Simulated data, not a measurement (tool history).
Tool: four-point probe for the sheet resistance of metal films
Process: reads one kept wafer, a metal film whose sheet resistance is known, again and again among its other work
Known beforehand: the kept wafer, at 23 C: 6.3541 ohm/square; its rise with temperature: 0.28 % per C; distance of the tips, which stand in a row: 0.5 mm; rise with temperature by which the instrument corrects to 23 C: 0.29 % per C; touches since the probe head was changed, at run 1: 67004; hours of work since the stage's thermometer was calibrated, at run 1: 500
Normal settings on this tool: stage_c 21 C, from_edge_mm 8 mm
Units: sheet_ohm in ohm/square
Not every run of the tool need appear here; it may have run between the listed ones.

run	hour	stage_c	from_edge_mm	touches since the probe head was changed	hours of work since the stage's thermometer was calibrated	sheet_ohm
1	0	21	8	67004	500	6.46884
2	14	21	8	67523	510	6.468456
# hour 21.7: new probe head fitted
3	24	25	8	85	517	6.353837
4	32.2	25	8	390	523	6.352484
5	49.3	25	8	1022	535	6.35321
6	58.8	25	8	1373	542	6.354118
7	74.8	25	8	1970	554	6.357161
8	83.3	21	65	2284	560	6.345691
9	95.3	21	65	2731	569	6.346355
10	109.7	21	65	3263	580	6.344402
11	119.4	21	65	3626	587	6.347411
12	127	21	3	3908	592	6.439196
13	137.1	21	3	4280	600	6.441574
14	147.9	21	3	4682	608	6.442602
15	156.3	21	3	4994	614	6.442794
16	165.7	21	3	5341	621	6.4416
17	178.2	21	3	5808	630	6.441808
18	186.3	27	8	6106	636	6.362501
19	202.8	27	8	6719	648	6.36316
20	214	21	8	7136	656	6.365825
21	222.2	21	8	7441	662	6.365164
22	238.3	21	8	8036	674	6.364219
23	246.3	31	68	8336	680	6.348904
24	260	31	68	8841	690	6.348702
25	269.3	31	68	9186	696	6.351246
26	278.9	29	4	9543	704	6.404861
27	288.3	19	29	9894	710	6.354186
28	304.9	21	21	10510	723	6.358056
29	315.1	21	21	10887	730	6.358629
30	331.1	20	58	11481	742	6.356366
31	341.5	33	7	11868	749	6.37187
32	352.3	34	7	12267	757	6.374341
33	360	20	26	12555	763	6.35939
34	369.9	20	26	12922	770	6.361942
35	380.8	21	16	13325	778	6.364357
36	393.2	34	8	13787	787	6.371108
37	407.4	34	8	14311	798	6.369971
38	416.2	21	24	14639	804	6.362771
39	431.2	35	24	15195	815	6.357879
40	444.8	20	11	15702	825	6.370344
41	455.2	20	11	16088	833	6.370556
42	471.5	18	7	16693	845	6.381647
43	481.6	18	7	17066	852	6.382371
44	490.6	18	7	17399	859	6.384557

How would selected steps in sheet_ohm from run to run divide? Give the signed amount a tool lacking its hidden state would still show from settings, what came in and random variation, and the signed amount left for the hidden state, including any gauge scatter that is not in both of the compared results.
The tool's hidden condition here consists of: inner tips' distance over the nominal, %; tips' flats over new ones', %; wafer's true temperature over the reading, C; drift of the gauge itself on sheet_ohm, %.
Run 2 -> 3: stage_c 21 -> 25, new probe head fitted. sheet_ohm -0.114619 ohm/square: hidden state -0.114004, all else -0.000615.
Run 11 -> 12: from_edge_mm 65 -> 3. sheet_ohm +0.091785 ohm/square: hidden state +0.000301, all else +0.091484.
Run 17 -> 18: stage_c 21 -> 27, from_edge_mm 3 -> 8. sheet_ohm -0.079307 ohm/square: hidden state +0.00051, all else -0.079817.
Run 18 -> 19: no setting changed, nothing entered. sheet_ohm +0.000659 ohm/square: hidden state +0.000838, all else -0.000179.
Run 38 -> 39: stage_c 21 -> 35. sheet_ohm -0.004892 ohm/square: hidden state +0.000872, all else -0.005764.

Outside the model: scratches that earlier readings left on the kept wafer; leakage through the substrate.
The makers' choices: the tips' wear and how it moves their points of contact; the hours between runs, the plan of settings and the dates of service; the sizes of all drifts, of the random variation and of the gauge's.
